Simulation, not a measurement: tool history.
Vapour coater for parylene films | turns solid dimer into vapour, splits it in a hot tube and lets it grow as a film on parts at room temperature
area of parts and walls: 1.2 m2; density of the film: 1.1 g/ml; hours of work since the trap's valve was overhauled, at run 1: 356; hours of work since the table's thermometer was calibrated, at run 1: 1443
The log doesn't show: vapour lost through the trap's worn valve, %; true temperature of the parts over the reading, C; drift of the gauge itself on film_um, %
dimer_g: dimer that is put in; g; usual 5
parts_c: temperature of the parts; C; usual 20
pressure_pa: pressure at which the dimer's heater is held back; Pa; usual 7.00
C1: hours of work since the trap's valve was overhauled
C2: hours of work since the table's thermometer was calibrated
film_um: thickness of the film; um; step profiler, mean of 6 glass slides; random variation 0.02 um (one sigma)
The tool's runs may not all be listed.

{"run": 1, "day": 0.0, "dimer_g": 5, "parts_c": 20, "pressure_pa": 7.0, "C1": 356, "C2": 1443, "film_um": 1.41}
{"run": 2, "day": 1.346, "dimer_g": 5, "parts_c": 20, "pressure_pa": 7.0, "C1": 376, "C2": 1463, "film_um": 1.45}
{"run": 3, "day": 3.525, "dimer_g": 5, "parts_c": 20, "pressure_pa": 7.0, "C1": 409, "C2": 1495, "film_um": 1.41}
{"run": 4, "day": 5.621, "dimer_g": 5, "parts_c": 20, "pressure_pa": 7.0, "C1": 440, "C2": 1526, "film_um": 1.4}
{"run": 5, "day": 7.788, "dimer_g": 5, "parts_c": 20, "pressure_pa": 7.0, "C1": 472, "C2": 1558, "film_um": 1.39}
{"run": 6, "day": 9.917, "dimer_g": 5, "parts_c": 20, "pressure_pa": 7.0, "C1": 503, "C2": 1590, "film_um": 1.4}
{"run": 7, "day": 11.6, "dimer_g": 5, "parts_c": 20, "pressure_pa": 7.0, "C1": 528, "C2": 1615, "film_um": 1.38}
{"run": 8, "day": 14.429, "dimer_g": 5, "parts_c": 20, "pressure_pa": 7.0, "C1": 570, "C2": 1657, "film_um": 1.38}
{"run": 9, "day": 17.467, "dimer_g": 3, "parts_c": 20, "pressure_pa": 7.0, "C1": 615, "C2": 1702, "film_um": 0.8}
{"run": 10, "day": 19.021, "dimer_g": 3, "parts_c": 20, "pressure_pa": 7.0, "C1": 638, "C2": 1725, "film_um": 0.8}
{"day": 19.696, "done": "table's thermometer calibrated"}
{"run": 11, "day": 20.917, "dimer_g": 5, "parts_c": 20, "pressure_pa": 3.32, "C1": 665, "C2": 18, "film_um": 1.54}
{"day": 22.083, "done": "trap's valve overhauled"}
{"run": 12, "day": 22.408, "dimer_g": 5, "parts_c": 20, "pressure_pa": 2.13, "C1": 5, "C2": 38, "film_um": 1.88}
{"run": 13, "day": 25.417, "dimer_g": 5, "parts_c": 20, "pressure_pa": 7.0, "C1": 49, "C2": 82, "film_um": 1.44}
{"run": 14, "day": 26.842, "dimer_g": 5, "parts_c": 20, "pressure_pa": 7.24, "C1": 70, "C2": 103, "film_um": 1.45}
{"run": 15, "day": 29.588, "dimer_g": 5, "parts_c": 20, "pressure_pa": 7.24, "C1": 111, "C2": 144, "film_um": 1.43}
{"run": 16, "day": 31.542, "dimer_g": 2, "parts_c": 13, "pressure_pa": 7.09, "C1": 140, "C2": 173, "film_um": 0.74}
{"run": 17, "day": 32.888, "dimer_g": 2, "parts_c": 13, "pressure_pa": 7.09, "C1": 160, "C2": 193, "film_um": 0.73}
{"day": 33.333, "done": "table's thermometer calibrated, once more"}
{"run": 18, "day": 35.238, "dimer_g": 5, "parts_c": 18, "pressure_pa": 3.05, "C1": 194, "C2": 28, "film_um": 1.99}
{"run": 19, "day": 37.392, "dimer_g": 5, "parts_c": 24, "pressure_pa": 5.23, "C1": 226, "C2": 60, "film_um": 1.41}
{"run": 20, "day": 40.279, "dimer_g": 7, "parts_c": 14, "pressure_pa": 5.23, "C1": 269, "C2": 103, "film_um": 2.83}
{"run": 21, "day": 41.517, "dimer_g": 7, "parts_c": 14, "pressure_pa": 5.23, "C1": 287, "C2": 121, "film_um": 2.8}
{"run": 22, "day": 43.321, "dimer_g": 2, "parts_c": 20, "pressure_pa": 3.56, "C1": 314, "C2": 148, "film_um": 0.68}
{"run": 23, "day": 46.008, "dimer_g": 2, "parts_c": 14, "pressure_pa": 6.71, "C1": 354, "C2": 188, "film_um": 0.74}
{"run": 24, "day": 47.796, "dimer_g": 5, "parts_c": 20, "pressure_pa": 2.69, "C1": 380, "C2": 214, "film_um": 1.77}
{"run": 25, "day": 50.762, "dimer_g": 3, "parts_c": 24, "pressure_pa": 7.0, "C1": 424, "C2": 258, "film_um": 0.79}
{"run": 26, "day": 52.942, "dimer_g": 3, "parts_c": 24, "pressure_pa": 7.0, "C1": 456, "C2": 290, "film_um": 0.75}

Hidden state at the last listed run before each entry between runs and at the first one after, where it differs:
Between runs 10 and 11: table's thermometer calibrated (day 19.696)
  vapour lost through the trap's worn valve, %: 11.2 -> 11.8; true temperature of the parts over the reading, C: 1.54 -> 2.4
  measured less the result without the state, film_um: -0.16 -> -0.35 um
Between runs 11 and 12: trap's valve overhauled (day 22.083)
  vapour lost through the trap's worn valve, %: 11.8 -> 0.2; true temperature of the parts over the reading, C: 2.4 -> 2.42
  measured less the result without the state, film_um: -0.35 -> -0.18 um
Between runs 17 and 18: table's thermometer calibrated, once more (day 33.333)
  vapour lost through the trap's worn valve, %: 3 -> 3.6; true temperature of the parts over the reading, C: 2.54 -> 0.11
  measured less the result without the state, film_um: -0.09 -> -0.08 um
